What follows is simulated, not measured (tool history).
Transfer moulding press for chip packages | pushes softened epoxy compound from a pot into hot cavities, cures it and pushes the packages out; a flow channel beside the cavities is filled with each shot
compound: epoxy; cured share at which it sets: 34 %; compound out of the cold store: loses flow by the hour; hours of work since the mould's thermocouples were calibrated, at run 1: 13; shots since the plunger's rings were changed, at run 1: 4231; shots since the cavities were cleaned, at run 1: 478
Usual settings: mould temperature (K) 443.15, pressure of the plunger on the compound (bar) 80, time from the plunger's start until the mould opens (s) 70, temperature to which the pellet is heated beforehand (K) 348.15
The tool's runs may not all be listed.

run,hour,mould temperature (K),pressure of the plunger on the compound (bar),time from the plunger's start until the mould opens (s),temperature to which the pellet is heated beforehand (K),hours of work since the mould's thermocouples were calibrated,shots since the plunger's rings were changed,shots since the cavities were cleaned,incoming compound's hours out of the cold store,length that the compound runs in the flow channel (mm),greatest force on the pins that push the packages out (N)
1,0,443.15,80,70,348.15,13,4231,478,12.2,578,808
2,8.2,437.15,80,70,348.15,20,4368,615,11.1,593,1192
# hour 18.7: cavities cleaned with cleaning compound and waxed
3,29.2,437.15,80,70,348.15,34,4690,174,37.9,519,1329
4,40.9,437.15,80,70,348.15,43,4883,367,11.4,589,1439
5,55.9,437.15,80,70,348.15,55,5132,616,44.3,500,1330
# hour 65.9: cavities cleaned with cleaning compound and waxed
6,75.7,443.15,80,70,348.15,68,5436,162,8.1,581,701
# hour 81.8: plunger's sealing rings changed
7,86.3,443.15,80,70,348.15,75,74,295,43.8,528,703
8,95.4,443.15,80,70,348.15,81,225,446,15,603,845
9,111,443.15,80,70,348.15,93,483,704,36.8,539,920
# hour 116.6: cavities cleaned with cleaning compound and waxed
10,125.7,443.15,80,70,348.15,103,702,151,8.4,616,674
# hour 130.9: cavities cleaned with cleaning compound and waxed, once more
11,143.8,443.15,80,70,348.15,116,976,213,31.1,560,668
12,155.7,443.15,80,71,348.15,125,1174,411,21.3,578,765
13,173.1,443.15,73.7,70,348.15,138,1461,698,16.2,570,885
# hour 178.2: cavities cleaned with cleaning compound and waxed
14,186.5,443.15,73.7,70,348.15,147,1659,138,27.5,539,643
15,202.9,443.15,73.7,65,346.15,160,1930,409,11.6,575,900
16,214.1,443.15,73.7,65,346.15,168,2115,594,46.6,487,916
# hour 226: cavities cleaned with cleaning compound and waxed
17,231.6,440.15,62.5,70,356.15,180,2380,92,31.6,483,651
18,245.7,443.15,66.5,70,343.15,191,2614,326,19.4,520,751
19,261.4,443.15,81.4,70,348.15,203,2874,586,19.6,581,882
# hour 273.6: cavities cleaned with cleaning compound and waxed
20,276.1,443.15,81.4,70,348.15,213,3093,42,34.2,540,557
21,287.4,443.15,81.4,70,348.15,221,3280,229,31.4,534,705
22,302.4,443.15,81.4,70,355.15,233,3528,477,40.9,516,798
23,315.8,443.15,81.4,70,355.15,243,3749,698,40.7,515,868
# hour 321.2: cavities cleaned with cleaning compound and waxed
24,331.1,443.15,73.7,70,356.15,253,3978,163,42,485,622
25,348.6,441.15,80,70,348.15,267,4267,452,32,531,826
26,364.9,443.15,80,65,346.15,279,4538,723,47.2,489,978

5 ways to go on from here, each from the tool as it stands after run 26. What would each give?
# hour 368.2: cavities cleaned with cleaning compound and waxed
A,379.9,447.15,80,73,355.15,289,4762,195,13,?,?
# hour 368.2: cavities cleaned with cleaning compound and waxed
B,379.9,450.15,80,65,346.15,289,4762,195,23,?,?
# hour 368.2: cavities cleaned with cleaning compound and waxed
C,379.9,443.15,73.8,70,350.15,289,4762,195,19.2,?,?
# hour 368.2: cavities cleaned with cleaning compound and waxed
D,379.9,450.15,64.3,70,348.15,289,4762,195,28.5,?,?
# hour 368.2: cavities cleaned with cleaning compound and waxed
E,379.9,445.15,80,109,346.15,289,4762,195,25.8,?,?

run,length that the compound runs in the flow channel (mm),greatest force on the pins that push the packages out (N)
A,566,590
B,537,594
C,539,677
D,457,570
E,535,564
Without the tool's hidden state the same runs would have given:
run,length that the compound runs in the flow channel (mm),greatest force on the pins that push the packages out (N)
A,603,460
B,572,462
C,574,520
D,487,446
E,569,442
